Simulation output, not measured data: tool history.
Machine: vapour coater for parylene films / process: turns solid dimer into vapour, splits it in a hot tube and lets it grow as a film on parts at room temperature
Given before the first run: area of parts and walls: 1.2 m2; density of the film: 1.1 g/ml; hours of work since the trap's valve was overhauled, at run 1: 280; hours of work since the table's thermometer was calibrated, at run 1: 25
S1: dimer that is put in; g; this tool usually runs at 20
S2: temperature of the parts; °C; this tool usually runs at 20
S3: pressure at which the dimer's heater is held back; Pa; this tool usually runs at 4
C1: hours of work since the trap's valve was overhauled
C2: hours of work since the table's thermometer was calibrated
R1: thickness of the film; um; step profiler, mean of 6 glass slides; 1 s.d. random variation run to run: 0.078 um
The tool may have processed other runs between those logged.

run,hour,S1,S2,S3,C1,C2,R1
1,0,20,20,4,280,25,9.39
# hour 14.7: trap's valve overhauled
2,49.7,20,20,4,30,64,9.42
3,101.1,20,16,4,73,107,10.38
4,154.4,20,16,4,118,152,10.66
5,184.3,20,16,4,144,178,10.36
6,217.2,20,16,4,171,205,10.45
7,269.2,20,16,4,216,249,10.29
8,297.8,20,20,4,240,274,9.37
9,322.5,20,20,4,261,295,9.3
# hour 360.4: trap's valve overhauled
10,372,28,20,4,10,333,13.09
11,415.5,28,20,4,47,370,13.28
12,452.3,20,30,4,78,401,7.31
13,485.8,20,20,4,106,429,9.48
14,526.7,20,20,4,141,464,9.53
15,564.4,20,26,4,173,496,8.05
16,610.4,20,26,4,212,535,8.08
17,642.5,20,29,4,239,562,7.45
18,668.6,20,29,4,261,584,7.35
# hour 703.3: trap's valve overhauled
19,717.1,20,29,4,12,622,7.46
20,762.2,20,29,4,50,660,7.45
21,812.3,20,20,4,92,703,9.33
22,848.8,20,20,4,123,733,9.37
23,901.3,20,20,4,168,778,9.38
24,934.3,20,26,2.61,196,806,8.47
25,978.9,16,30,4,233,844,5.72
26,1027.7,32,29,4,275,885,12.02
# hour 1049.6: trap's valve overhauled
27,1062.8,22,20,4,11,911,10.4
28,1095.7,23,14,2.98,39,939,13
29,1147.5,8,27,2.31,83,983,3.38
30,1194,27,21,2.32,122,1022,13.3
31,1238.8,27,22,2.32,160,1060,12.88
32,1277,33,20,9.07,193,1093,13.75
33,1302.4,10,20,9.07,214,1114,4.16
# hour 1329.8: table's thermometer calibrated
34,1356.7,32,14,5.49,259,23,16.65
# hour 1395.5: trap's valve overhauled
35,1398.6,8,14,6.04,3,55,4.16
36,1444.6,8,21,2.25,42,94,3.98
37,1488.9,8,21,2.25,79,131,4.02
38,1534.5,16,20,8.96,118,170,6.73
39,1576.2,20,29,5.7,153,205,7.13
40,1600.9,16,18,3.53,174,226,7.98

What does the tool deliver on the next run?
41,1639,20,14,4.05,206,258,?

R1: 10.88 um
If the tool had no hidden condition, the same run with the same run-to-run variation would have returned R1 10.92 um.
